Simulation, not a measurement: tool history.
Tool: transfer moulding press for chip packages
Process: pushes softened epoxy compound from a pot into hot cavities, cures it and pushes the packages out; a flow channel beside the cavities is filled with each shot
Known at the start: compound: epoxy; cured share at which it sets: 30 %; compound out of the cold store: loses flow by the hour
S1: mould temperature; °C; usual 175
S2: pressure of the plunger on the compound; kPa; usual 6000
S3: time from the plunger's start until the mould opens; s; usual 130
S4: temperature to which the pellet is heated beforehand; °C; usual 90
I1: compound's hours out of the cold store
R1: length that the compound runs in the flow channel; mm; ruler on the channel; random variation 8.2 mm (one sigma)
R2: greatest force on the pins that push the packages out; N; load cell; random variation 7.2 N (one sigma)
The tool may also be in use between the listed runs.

| run | day | S1 | S2 | S3 | S4 | I1 | R1 | R2 |
|---|---|---|---|---|---|---|---|---|
| 1 | 0.000 | 175 | 6000 | 130 | 90 | 14.4 | 914 | 412 |
|  | 0.475 | cavities cleaned with cleaning compound and waxed |
| 2 | 1.067 | 175 | 6000 | 130 | 90 | 11.1 | 921 | 330 |
| 3 | 2.138 | 175 | 6000 | 130 | 90 | 25.4 | 879 | 392 |
| 4 | 2.921 | 175 | 6000 | 130 | 90 | 32.3 | 866 | 406 |
|  | 3.879 | cavities cleaned with cleaning compound and waxed |
| 5 | 4.188 | 175 | 6000 | 130 | 90 | 12.2 | 895 | 306 |
| 6 | 4.892 | 175 | 6000 | 130 | 90 | 10.2 | 918 | 351 |
| 7 | 6.225 | 175 | 6000 | 130 | 90 | 45.8 | 830 | 415 |
| 8 | 7.067 | 175 | 6000 | 130 | 90 | 26.3 | 867 | 420 |
|  | 7.221 | cavities cleaned with cleaning compound and waxed |
| 9 | 8.379 | 175 | 6000 | 130 | 90 | 24.2 | 859 | 359 |
| 10 | 9.600 | 175 | 6000 | 130 | 93 | 21.3 | 866 | 411 |
| 11 | 10.254 | 175 | 6000 | 130 | 99 | 35.5 | 841 | 404 |
|  | 10.679 | cavities cleaned with cleaning compound and waxed |
| 12 | 11.017 | 175 | 6000 | 130 | 99 | 24.5 | 861 | 313 |
| 13 | 12.121 | 175 | 6000 | 130 | 99 | 31.0 | 844 | 364 |
| 14 | 13.196 | 175 | 6000 | 130 | 90 | 44.3 | 821 | 398 |
|  | 13.775 | plunger's sealing rings changed |
|  | 14.192 | cavities cleaned with cleaning compound and waxed |
| 15 | 14.238 | 175 | 6000 | 130 | 90 | 23.7 | 896 | 304 |
| 16 | 15.667 | 175 | 6000 | 130 | 84 | 37.9 | 877 | 382 |
| 17 | 16.746 | 175 | 6000 | 145 | 84 | 13.1 | 934 | 365 |
|  | 17.546 | cavities cleaned with cleaning compound and waxed |
| 18 | 18.129 | 175 | 6000 | 151 | 90 | 26.3 | 911 | 305 |
| 19 | 19.346 | 168 | 6460 | 130 | 80 | 43.2 | 917 | 587 |
| 20 | 19.933 | 182 | 6980 | 127 | 96 | 20.4 | 953 | 350 |
| 21 | 20.767 | 182 | 6980 | 127 | 96 | 41.5 | 907 | 374 |
|  | 20.917 | cavities cleaned with cleaning compound and waxed |
| 22 | 22.033 | 167 | 6540 | 130 | 99 | 29.7 | 970 | 576 |
| 23 | 23.067 | 167 | 6540 | 130 | 99 | 12.4 | 987 | 669 |
| 24 | 24.046 | 167 | 6540 | 130 | 99 | 11.3 | 1015 | 709 |
|  | 24.325 | cavities cleaned with cleaning compound and waxed |
| 25 | 25.283 | 175 | 6270 | 130 | 99 | 38.6 | 875 | 334 |
| 26 | 26.621 | 175 | 4520 | 122 | 84 | 38.0 | 760 | 424 |
| 27 | 27.429 | 183 | 6000 | 114 | 97 | 46.2 | 800 | 361 |
|  | 27.758 | cavities cleaned with cleaning compound and waxed |
| 28 | 28.721 | 183 | 6780 | 117 | 84 | 47.1 | 852 | 310 |
| 29 | 30.000 | 175 | 5190 | 115 | 90 | 16.1 | 838 | 457 |

3 ways to go on from here, each from the tool as it stands after run 29. What would each give?
| A | 30.979 | 167 | 6000 | 152 | 94 | 35.0 | ? | ? |
| B | 30.979 | 175 | 4780 | 130 | 93 | 45.0 | ? | ? |
| C | 30.979 | 175 | 6000 | 154 | 90 | 18.3 | ? | ? |

| run | R1 | R2 |
|---|---|---|
| A | 896 | 522 |
| B | 731 | 416 |
| C | 908 | 380 |
Without the tool's hidden state the same runs would have given:
| run | R1 | R2 |
|---|---|---|
| A | 934 | 384 |
| B | 761 | 291 |
| C | 945 | 260 |

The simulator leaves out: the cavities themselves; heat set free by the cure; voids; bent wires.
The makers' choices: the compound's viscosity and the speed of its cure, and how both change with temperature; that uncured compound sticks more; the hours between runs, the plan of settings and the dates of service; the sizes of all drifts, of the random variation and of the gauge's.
